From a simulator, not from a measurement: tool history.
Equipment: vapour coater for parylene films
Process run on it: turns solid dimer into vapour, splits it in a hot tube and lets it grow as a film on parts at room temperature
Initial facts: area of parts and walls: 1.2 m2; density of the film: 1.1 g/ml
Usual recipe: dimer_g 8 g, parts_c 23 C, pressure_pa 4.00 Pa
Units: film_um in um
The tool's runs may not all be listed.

Run 1, hour 0.0: usual settings. Result: film_um 3.44 um.
Run 2, hour 10.4: usual settings. Result: film_um 3.42 um.
Run 3, hour 24.2: usual settings. Result: film_um 3.42 um.
Run 4, hour 30.8: usual settings. Result: film_um 3.42 um.
Run 5, hour 44.6: usual settings. Result: film_um 3.41 um.
Run 6, hour 52.5: usual settings but dimer_g 7 g. Result: film_um 2.97 um.
Run 7, hour 67.5: usual settings but dimer_g 7 g. Result: film_um 2.97 um.
Run 8, hour 82.3: usual settings but parts_c 17 C, pressure_pa 3.57 Pa. Result: film_um 3.99 um.
Run 9, hour 89.6: usual settings but dimer_g 12 g, pressure_pa 2.39 Pa. Result: film_um 5.29 um.
Run 10, hour 100.5: usual settings but dimer_g 12 g, parts_c 22 C, pressure_pa 5.90 Pa. Result: film_um 5.15 um.
Run 11, hour 111.4: usual settings but dimer_g 3 g, pressure_pa 3.30 Pa. Result: film_um 1.28 um.
Run 12, hour 119.7: usual settings but dimer_g 12 g, parts_c 20 C, pressure_pa 2.74 Pa. Result: film_um 5.68 um.
Run 13, hour 134.9: usual settings but pressure_pa 7.96 Pa. Result: film_um 3.26 um.

Withheld: 1 entry from between the runs. Position of each, and hidden state at the listed run before versus the listed run after:
Logged between run 5 and run 6: table's thermometer calibrated (hour 46.3)
  vapour lost through the trap's worn valve, %: 2.3 -> 2.4; true temperature of the parts over the reading, C: 0.01 -> 0.02
  difference, measured minus the result without the unlogged condition, film_um: -0.08 -> -0.07 um
